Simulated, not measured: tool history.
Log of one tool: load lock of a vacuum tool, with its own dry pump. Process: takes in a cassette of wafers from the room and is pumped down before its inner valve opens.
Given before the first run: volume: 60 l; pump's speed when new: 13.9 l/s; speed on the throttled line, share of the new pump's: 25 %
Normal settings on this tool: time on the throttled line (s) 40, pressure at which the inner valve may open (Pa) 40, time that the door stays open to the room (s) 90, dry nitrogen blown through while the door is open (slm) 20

| run | hour | time on the throttled line (s) | pressure at which the inner valve may open (Pa) | time that the door stays open to the room (s) | dry nitrogen blown through while the door is open (slm) | incoming humidity of the room's air, % | time from the closed door until the inner valve may open (s) | rise of the pressure with all valves shut (Pa/min) |
|---|---|---|---|---|---|---|---|---|
| 1 | 0 | 40 | 40 | 90 | 20 | 47.4 | 66.9 | 0.265 |
| 2 | 262.9 | 38 | 40 | 90 | 20 | 43.3 | 66.2 | 0.269 |
| 3 | 524.5 | 40 | 40 | 90 | 20 | 49.3 | 67 | 0.278 |
| 4 | 884.5 | 40 | 44 | 90 | 20 | 44.4 | 67.1 | 0.299 |
| 5 | 1065.5 | 52 | 40 | 90 | 20 | 43.4 | 75.7 | 0.304 |
| 6 | 1250 | 52 | 28 | 90 | 20 | 46.1 | 77.7 | 0.31 |
| 7 | 1457 | 52 | 66 | 90 | 20 | 43.9 | 74.2 | 0.323 |
| 8 | 1838.8 | 40 | 40 | 90 | 20 | 45.5 | 67.8 | 0.344 |
| 9 | 2052.3 | 40 | 40 | 90 | 20 | 46.3 | 68.2 | 0.35 |
| 10 | 2353.9 | 40 | 40 | 90 | 20 | 43.1 | 68.3 | 0.363 |
| 11 | 2803 | 40 | 40 | 90 | 20 | 47.2 | 67.8 | 0.368 |
| 12 | 3110.7 | 40 | 40 | 90 | 20 | 45.4 | 69.1 | 0.392 |
| 13 | 3448.5 | 40 | 40 | 90 | 20 | 44.4 | 69 | 0.398 |
| 14 | 3845.6 | 40 | 40 | 90 | 20 | 44.8 | 68.7 | 0.406 |
| 15 | 4216.9 | 40 | 57 | 90 | 20 | 46.1 | 67.2 | 0.433 |
| 16 | 4456.1 | 40 | 57 | 90 | 20 | 45.9 | 67 | 0.442 |
| 17 | 4689.7 | 40 | 57 | 90 | 20 | 45.8 | 67.2 | 0.449 |
| 18 | 5091 | 40 | 57 | 90 | 20 | 47.7 | 67.1 | 0.475 |
| 19 | 5379.8 | 40 | 40 | 90 | 20 | 45 | 68.4 | 0.493 |
| 20 | 5713.6 | 40 | 31 | 209 | 20 | 47.7 | 69.8 | 0.532 |
| 21 | 6127.8 | 40 | 46 | 90 | 7 | 47.1 | 68.2 | 0.546 |
|  | 6430.5 | door's seal changed, seat wiped |
| 22 | 6554.3 | 40 | 77 | 90 | 5 | 46.4 | 65.6 | 0.056 |
| 23 | 6800.3 | 40 | 77 | 90 | 5 | 46.6 | 65.9 | 0.056 |
| 24 | 6995.7 | 79 | 70 | 27 | 4 | 48 | 93.8 | 0.033 |
| 25 | 7395.7 | 40 | 34 | 221 | 20 | 43.3 | 70 | 0.062 |
| 26 | 7822.6 | 40 | 34 | 221 | 20 | 46.4 | 71.5 | 0.065 |
| 27 | 8016.6 | 40 | 34 | 221 | 20 | 44.6 | 70.3 | 0.06 |
| 28 | 8369.3 | 40 | 34 | 221 | 20 | 45.9 | 71.7 | 0.07 |
| 29 | 8795.9 | 26 | 60 | 221 | 20 | 47.3 | 58.2 | 0.076 |
| 30 | 9242.1 | 26 | 60 | 221 | 20 | 44.6 | 58.6 | 0.083 |
| 31 | 9592 | 59 | 64 | 117 | 11 | 45.3 | 80.8 | 0.085 |
| 32 | 9856.7 | 30 | 37 | 90 | 20 | 45.6 | 64.6 | 0.076 |
| 33 | 10294.2 | 40 | 40 | 150 | 20 | 43.4 | 70.2 | 0.092 |
| 34 | 10663.5 | 40 | 40 | 90 | 10 | 41.8 | 71.6 | 0.093 |
| 35 | 10937.2 | 36 | 48 | 59 | 5 | 44.9 | 66.8 | 0.105 |
| 36 | 11386 | 40 | 44 | 33 | 20 | 43.7 | 71.4 | 0.094 |
| 37 | 11670 | 22 | 35 | 47 | 39 | 43 | 59.3 | 0.092 |

Some steps in time from the closed door until the inner valve may open (s), run to run, broken into two amounts with sign: the step expected even without the hidden condition (settings, incoming material, random variation), and the rest, left for the hidden condition together with whatever gauge scatter is not in both the measured and the hidden-condition-free result:
What the log doesn't record here: pump's speed, % of a new pump's; leak at the door's seal, Pa l/s; drift of the gauge itself on ready_s, %; drift of the gauge itself on rise_pa_min, %.
Run 23 -> 24: time on the throttled line (s) 40 -> 79, pressure at which the inner valve may open (Pa) 77 -> 70, time that the door stays open to the room (s) 90 -> 27, dry nitrogen blown through while the door is open (slm) 5 -> 4. time from the closed door until the inner valve may open (s) +27.9: hidden state -2, all else +29.9.
Run 24 -> 25: time on the throttled line (s) 79 -> 40, pressure at which the inner valve may open (Pa) 70 -> 34, time that the door stays open to the room (s) 27 -> 221, dry nitrogen blown through while the door is open (slm) 4 -> 20. time from the closed door until the inner valve may open (s) -23.8: hidden state +3, all else -26.8.
Run 30 -> 31: time on the throttled line (s) 26 -> 59, pressure at which the inner valve may open (Pa) 60 -> 64, time that the door stays open to the room (s) 221 -> 117, dry nitrogen blown through while the door is open (slm) 20 -> 11. time from the closed door until the inner valve may open (s) +22.2: hidden state -2, all else +24.2.
Run 31 -> 32: time on the throttled line (s) 59 -> 30, pressure at which the inner valve may open (Pa) 64 -> 37, time that the door stays open to the room (s) 117 -> 90, dry nitrogen blown through while the door is open (slm) 11 -> 20. time from the closed door until the inner valve may open (s) -16.2: hidden state +2.6, all else -18.8.

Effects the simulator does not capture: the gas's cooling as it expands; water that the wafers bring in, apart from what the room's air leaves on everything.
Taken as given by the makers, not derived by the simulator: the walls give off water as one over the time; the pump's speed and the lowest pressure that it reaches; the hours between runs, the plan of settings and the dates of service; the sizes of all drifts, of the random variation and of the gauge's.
